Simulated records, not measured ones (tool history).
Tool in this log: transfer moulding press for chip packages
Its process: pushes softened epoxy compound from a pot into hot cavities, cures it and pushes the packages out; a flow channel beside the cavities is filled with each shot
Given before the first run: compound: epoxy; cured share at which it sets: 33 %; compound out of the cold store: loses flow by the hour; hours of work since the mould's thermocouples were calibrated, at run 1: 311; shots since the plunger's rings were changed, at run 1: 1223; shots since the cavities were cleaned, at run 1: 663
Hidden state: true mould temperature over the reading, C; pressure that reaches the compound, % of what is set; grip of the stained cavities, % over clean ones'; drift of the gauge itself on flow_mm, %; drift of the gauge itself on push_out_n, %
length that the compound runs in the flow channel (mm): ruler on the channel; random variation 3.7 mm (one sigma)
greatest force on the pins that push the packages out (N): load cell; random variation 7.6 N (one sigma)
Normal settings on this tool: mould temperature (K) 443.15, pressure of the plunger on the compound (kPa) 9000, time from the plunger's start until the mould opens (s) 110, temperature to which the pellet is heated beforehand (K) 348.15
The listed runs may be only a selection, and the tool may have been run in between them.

| run | day | mould temperature (K) | pressure of the plunger on the compound (kPa) | time from the plunger's start until the mould opens (s) | temperature to which the pellet is heated beforehand (K) | hours of work since the mould's thermocouples were calibrated | shots since the plunger's rings were changed | shots since the cavities were cleaned | incoming compound's hours out of the cold store | length that the compound runs in the flow channel (mm) | greatest force on the pins that push the packages out (N) |
|---|---|---|---|---|---|---|---|---|---|---|---|
| 1 | 0.000 | 443.15 | 9000 | 110 | 348.15 | 311 | 1223 | 663 | 43.5 | 595 | 589 |
| 2 | 1.067 | 443.15 | 9000 | 110 | 348.15 | 331 | 1557 | 997 | 29.8 | 645 | 639 |
|  | 1.633 | cavities cleaned with cleaning compound and waxed |
|  | 2.304 | mould's thermocouples calibrated |
| 3 | 2.383 | 443.15 | 9000 | 110 | 348.15 | 2 | 1924 | 209 | 36.2 | 614 | 415 |
| 4 | 3.796 | 443.15 | 9000 | 110 | 348.15 | 28 | 2366 | 651 | 44.8 | 574 | 571 |
| 5 | 5.262 | 443.15 | 9000 | 110 | 348.15 | 56 | 2825 | 1110 | 25.4 | 635 | 626 |
|  | 5.500 | cavities cleaned with cleaning compound and waxed |
| 6 | 6.508 | 443.15 | 9000 | 110 | 348.15 | 78 | 3196 | 316 | 35.2 | 606 | 477 |
| 7 | 7.938 | 443.15 | 9000 | 90 | 348.15 | 106 | 3644 | 764 | 27.9 | 617 | 754 |
|  | 9.204 | cavities cleaned with cleaning compound and waxed |
| 8 | 9.375 | 443.15 | 9000 | 90 | 348.15 | 131 | 4074 | 53 | 16.3 | 655 | 459 |
|  | 11.350 | plunger's sealing rings changed |
| 9 | 11.538 | 443.15 | 9550 | 110 | 348.15 | 170 | 59 | 698 | 38.4 | 648 | 578 |
|  | 12.967 | cavities cleaned with cleaning compound and waxed |
| 10 | 13.300 | 443.15 | 9550 | 110 | 348.15 | 203 | 592 | 105 | 13.5 | 737 | 384 |
| 11 | 15.333 | 443.15 | 9550 | 110 | 348.15 | 241 | 1228 | 741 | 47.5 | 597 | 565 |
|  | 16.638 | cavities cleaned with cleaning compound and waxed |
| 12 | 16.638 | 444.15 | 9000 | 110 | 348.15 | 265 | 1617 | 0 | 28.4 | 632 | 322 |
| 13 | 18.917 | 444.15 | 9000 | 110 | 348.15 | 308 | 2332 | 715 | 26.5 | 634 | 594 |
| 14 | 19.996 | 444.15 | 9000 | 91 | 348.15 | 328 | 2670 | 1053 | 34.0 | 608 | 789 |
|  | 20.362 | cavities cleaned with cleaning compound and waxed |
|  | 21.446 | mould's thermocouples calibrated |
| 15 | 21.512 | 444.15 | 9000 | 91 | 348.15 | 1 | 3099 | 334 | 32.7 | 600 | 577 |
| 16 | 23.138 | 436.15 | 9830 | 91 | 341.15 | 32 | 3607 | 842 | 43.0 | 599 | 1169 |
|  | 24.121 | cavities cleaned with cleaning compound and waxed |
| 17 | 25.367 | 436.15 | 9830 | 91 | 341.15 | 73 | 4287 | 391 | 18.5 | 681 | 1095 |
|  | 26.638 | plunger's sealing rings changed |
| 18 | 26.638 | 443.15 | 9000 | 112 | 348.15 | 95 | 0 | 756 | 39.3 | 626 | 596 |
|  | 27.979 | cavities cleaned with cleaning compound and waxed |
| 19 | 28.488 | 443.15 | 9000 | 103 | 353.15 | 129 | 560 | 159 | 8.8 | 729 | 442 |
| 20 | 30.279 | 443.15 | 9000 | 100 | 348.15 | 163 | 1120 | 719 | 25.4 | 658 | 677 |
|  | 31.658 | cavities cleaned with cleaning compound and waxed |
| 21 | 32.692 | 436.15 | 9000 | 100 | 348.15 | 207 | 1856 | 322 | 20.0 | 687 | 833 |
| 22 | 34.808 | 436.15 | 9000 | 100 | 348.15 | 248 | 2520 | 986 | 45.8 | 581 | 1002 |
|  | 35.400 | cavities cleaned with cleaning compound and waxed |
| 23 | 36.979 | 436.15 | 9000 | 100 | 348.15 | 287 | 3181 | 495 | 39.4 | 597 | 915 |
| 24 | 38.942 | 436.15 | 9000 | 100 | 348.15 | 325 | 3794 | 1108 | 13.5 | 682 | 1188 |
|  | 39.104 | cavities cleaned with cleaning compound and waxed |
|  | 40.546 | mould's thermocouples calibrated |
| 25 | 41.442 | 436.15 | 9000 | 100 | 348.15 | 17 | 4532 | 706 | 44.6 | 567 | 925 |
|  | 41.988 | plunger's sealing rings changed |
|  | 42.975 | cavities cleaned with cleaning compound and waxed |
| 26 | 43.179 | 436.15 | 9000 | 100 | 348.15 | 47 | 353 | 63 | 43.1 | 615 | 576 |

4 options for the next run, each taken on its own from the tool as it stands now. Forecast them:
| A | 44.800 | 436.15 | 9390 | 107 | 348.15 | 77 | 860 | 570 | 36.0 | ? | ? |
| B | 44.800 | 436.15 | 8660 | 108 | 348.15 | 77 | 860 | 570 | 14.2 | ? | ? |
| C | 44.800 | 436.15 | 8340 | 122 | 348.15 | 77 | 860 | 570 | 14.5 | ? | ? |
| D | 44.800 | 443.15 | 9000 | 146 | 345.15 | 77 | 860 | 570 | 15.7 | ? | ? |

| run | length that the compound runs in the flow channel (mm) | greatest force on the pins that push the packages out (N) |
|---|---|---|
| A | 652 | 753 |
| B | 710 | 792 |
| C | 688 | 653 |
| D | 694 | 498 |
What these runs would have given with no unlogged condition in the tool:
| run | length that the compound runs in the flow channel (mm) | greatest force on the pins that push the packages out (N) |
|---|---|---|
| A | 663 | 431 |
| B | 721 | 452 |
| C | 699 | 374 |
| D | 705 | 292 |

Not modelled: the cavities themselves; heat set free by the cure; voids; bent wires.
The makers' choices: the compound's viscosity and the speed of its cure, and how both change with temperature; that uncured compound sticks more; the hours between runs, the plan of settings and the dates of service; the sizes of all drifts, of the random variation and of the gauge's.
